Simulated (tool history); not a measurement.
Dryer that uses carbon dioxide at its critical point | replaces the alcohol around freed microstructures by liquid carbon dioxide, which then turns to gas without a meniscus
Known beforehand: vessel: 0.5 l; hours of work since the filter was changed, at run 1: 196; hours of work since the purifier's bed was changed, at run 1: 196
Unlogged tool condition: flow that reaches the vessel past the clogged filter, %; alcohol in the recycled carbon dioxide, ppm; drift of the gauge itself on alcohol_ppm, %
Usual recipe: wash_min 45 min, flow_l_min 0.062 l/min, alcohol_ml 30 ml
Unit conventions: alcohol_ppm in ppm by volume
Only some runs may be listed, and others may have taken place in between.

run	hour	wash_min	flow_l_min	alcohol_ml	hours of work since the filter was changed	hours of work since the purifier's bed was changed	alcohol_ppm
1	0	45	0.062	30	196	196	1262
2	7.1	45	0.062	30	198	198	1224
3	18.9	45	0.062	30	202	202	1306
4	29.8	63	0.062	30	205	205	307
5	42.4	45	0.062	30	209	209	1303
6	57.2	45	0.0564	92	213	213	5389
7	73.6	45	0.0816	30	219	219	437
8	85.7	45	0.0711	23	222	222	612
9	101.4	45	0.0711	23	227	227	626
10	109.1	58	0.0903	64	230	230	155

Here are 4 independent what-if runs from the current tool condition. What would each one return?
A	125.4	58	0.1036	54	235	235	?
B	125.4	45	0.0995	30	235	235	?
C	125.4	56	0.062	35	235	235	?
D	125.4	45	0.0807	30	235	235	?

run	alcohol_ppm
A	90
B	191
C	652
D	477
Without the tool's hidden state the same runs would have given:
run	alcohol_ppm
A	24
B	81
C	393
D	274
